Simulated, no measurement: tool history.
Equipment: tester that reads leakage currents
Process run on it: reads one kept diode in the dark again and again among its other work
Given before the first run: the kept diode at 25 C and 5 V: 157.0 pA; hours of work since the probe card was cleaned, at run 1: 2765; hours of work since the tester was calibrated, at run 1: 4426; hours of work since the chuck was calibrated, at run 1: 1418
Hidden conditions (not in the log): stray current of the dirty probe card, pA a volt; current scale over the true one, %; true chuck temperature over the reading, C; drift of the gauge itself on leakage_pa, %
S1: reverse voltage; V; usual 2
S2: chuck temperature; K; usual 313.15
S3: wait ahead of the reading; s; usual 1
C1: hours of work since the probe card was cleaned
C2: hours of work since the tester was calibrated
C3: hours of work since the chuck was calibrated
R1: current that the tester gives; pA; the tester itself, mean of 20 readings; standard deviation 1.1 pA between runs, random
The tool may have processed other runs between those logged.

run 1 day=0 | S1=2 S2=313.15 S3=1 | C1=2765 C2=4426 C3=1418 | R1=404.64
run 2 day=6.162 | S1=2 S2=332.15 S3=1 | C1=2827 C2=4487 C3=1480 | R1=1544.78
run 3 day=14.058 | S1=2 S2=313.15 S3=3.72 | C1=2906 C2=4567 C3=1559 | R1=408.08
run 4 day=24.15 | S1=2 S2=313.15 S3=1 | C1=3007 C2=4668 C3=1660 | R1=408.7
run 5 day=34.171 | S1=2 S2=313.15 S3=1 | C1=3108 C2=4768 C3=1761 | R1=411.8
run 6 day=40.658 | S1=2 S2=313.15 S3=1 | C1=3173 C2=4833 C3=1826 | R1=414.26
run 7 day=50.642 | S1=2 S2=313.15 S3=1 | C1=3273 C2=4933 C3=1926 | R1=414.21
run 8 day=56.167 | S1=2 S2=313.15 S3=1 | C1=3328 C2=4989 C3=1981 | R1=417.94
-- day=59.258 chuck's temperature calibrated
run 9 day=61.5 | S1=2 S2=313.15 S3=1 | C1=3381 C2=5042 C3=22 | R1=381.81
-- day=62.075 tester calibrated
run 10 day=66.179 | S1=6.47 S2=329.15 S3=0.61 | C1=3427 C2=41 C3=69 | R1=1788.06
run 11 day=74.512 | S1=6.47 S2=329.15 S3=0.61 | C1=3511 C2=125 C3=152 | R1=1790.7
-- day=76.167 probe card cleaned and baked
run 12 day=83.354 | S1=2 S2=294.15 S3=5.14 | C1=72 C2=212 C3=240 | R1=83.73
run 13 day=94.342 | S1=18.97 S2=296.15 S3=1.07 | C1=182 C2=322 C3=350 | R1=218.61
run 14 day=100.292 | S1=1.94 S2=300.15 S3=1.07 | C1=242 C2=382 C3=409 | R1=138.19
run 15 day=105.071 | S1=1.94 S2=301.15 S3=0.68 | C1=290 C2=430 C3=457 | R1=150.09
run 16 day=114.333 | S1=1.94 S2=301.15 S3=0.68 | C1=383 C2=523 C3=550 | R1=152.1
run 17 day=123.229 | S1=2.95 S2=297.15 S3=0.99 | C1=472 C2=612 C3=639 | R1=126.19

The logged runs with the hidden state left out (each run's random variation unchanged):
run=1 R1=378.11
run=2 R1=1457.99
run=3 R1=378.86
run=4 R1=377.75
run=5 R1=378.73
run=6 R1=379.76
run=7 R1=377.92
run=8 R1=380.27
run=9 R1=377.88
run=10 R1=1774.51
run=11 R1=1771.19
run=12 R1=82.64
run=13 R1=213.12
run=14 R1=135.27
run=15 R1=146.56
run=16 R1=147.72
run=17 R1=121.53
